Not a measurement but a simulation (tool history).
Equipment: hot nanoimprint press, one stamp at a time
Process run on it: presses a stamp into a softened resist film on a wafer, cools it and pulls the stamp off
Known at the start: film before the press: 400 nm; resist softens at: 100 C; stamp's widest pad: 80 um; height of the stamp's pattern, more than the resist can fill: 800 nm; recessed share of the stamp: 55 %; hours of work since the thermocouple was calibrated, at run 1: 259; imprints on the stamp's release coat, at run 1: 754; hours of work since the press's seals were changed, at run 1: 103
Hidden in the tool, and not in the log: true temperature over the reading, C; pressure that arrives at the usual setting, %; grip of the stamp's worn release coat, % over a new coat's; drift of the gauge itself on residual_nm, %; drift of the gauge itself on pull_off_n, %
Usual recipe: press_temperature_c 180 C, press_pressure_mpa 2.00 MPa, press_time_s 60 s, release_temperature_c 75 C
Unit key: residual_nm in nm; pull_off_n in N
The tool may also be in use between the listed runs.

run   hour  press_temperature_c  press_pressure_mpa  press_time_s  release_temperature_c  hours of work since the thermocouple was calibrated  imprints on the stamp's release coat  hours of work since the press's seals were changed  residual_nm  pull_off_n
  1    0.0                  180                2.00            60                     75                                                  259                                   754                                                 103        158.4         246
      14.9  -- stamp cleaned and given a new release coat
  2   22.0                  180                2.00            60                     75                                                  268                                    28                                                 112        158.0         215
  3   38.1                  180                2.00            44                     75                                                  277                                    94                                                 121        180.0         215
  4   54.6                  180                2.00            44                     75                                                  286                                   161                                                 130        178.5         222
  5   66.8                  180                2.00            44                     75                                                  293                                   210                                                 137        179.9         222
  6   80.5                  180                2.00            60                     75                                                  301                                   266                                                 145        160.2         229
  7   99.6                  180                2.00            60                     68                                                  311                                   343                                                 155        158.1         272
  8  120.1                  191                2.00            60                     75                                                  323                                   427                                                 167         95.9         238
  9  140.7                  191                2.00            60                     75                                                  334                                   510                                                 178         96.0         238
 10  153.2                  191                2.00            60                     75                                                  341                                   561                                                 185         96.2         248
 11  162.1                  191                2.00           109                     75                                                  346                                   597                                                 190         72.6         238
 12  170.8                  191                2.00           109                     75                                                  351                                   633                                                 195         71.4         249
 13  189.5                  191                2.00           109                     75                                                  361                                   708                                                 205         72.4         245
 14  205.5                  191                2.00           109                     75                                                  370                                   773                                                 214         72.3         254
     215.0  -- stamp cleaned and given a new release coat
 15  220.2                  191                2.00           109                     75                                                  375                                    21                                                 219         72.9         218
     224.9  -- plate thermocouple calibrated
 16  232.1                  176                2.79            39                     81                                                    4                                    57                                                 224        204.5         184
 17  245.1                  174                2.00            31                     75                                                   11                                   110                                                 231        266.6         231
 18  257.6                  180                2.54            82                     75                                                   18                                   161                                                 238        131.7         226
     262.2  -- plate thermocouple calibrated, once more
 19  272.5                  178                2.54            52                     75                                                    6                                   209                                                 245        165.0         223
 20  292.6                  178                2.54            52                     75                                                   17                                   291                                                 256        165.2         231
 21  311.1                  180                2.00            39                     75                                                   27                                   366                                                 266        184.5         230
 22  323.5                  178                2.20            60                     70                                                   34                                   416                                                 273        165.6         266
 23  342.8                  179                1.40            60                     75                                                   45                                   494                                                 284        193.0         243

Alternative continuations, all from the tool just after run 23; predict every row:
  A  357.3                  179                1.90           114                     69                                                   53                                   553                                                 292            ?           ?
  B  357.3                  179                1.40            60                     62                                                   53                                   553                                                 292            ?           ?
  C  357.3                  179                2.53            31                     75                                                   53                                   553                                                 292            ?           ?
  D  357.3                  188                1.40            60                     82                                                   53                                   553                                                 292            ?           ?
  E  357.3                  190                2.51            60                     75                                                   53                                   553                                                 292            ?           ?

run  residual_nm  pull_off_n
  A        128.3         288
  B        189.4         328
  C        196.8         249
  D        128.3         192
  E         89.5         238
The same runs, with their run-to-run variation unchanged, on a tool lacking any hidden condition would have given:
run  residual_nm  pull_off_n
  A        122.3         250
  B        182.1         286
  C        188.4         216
  D        123.2         166
  E         85.3         206
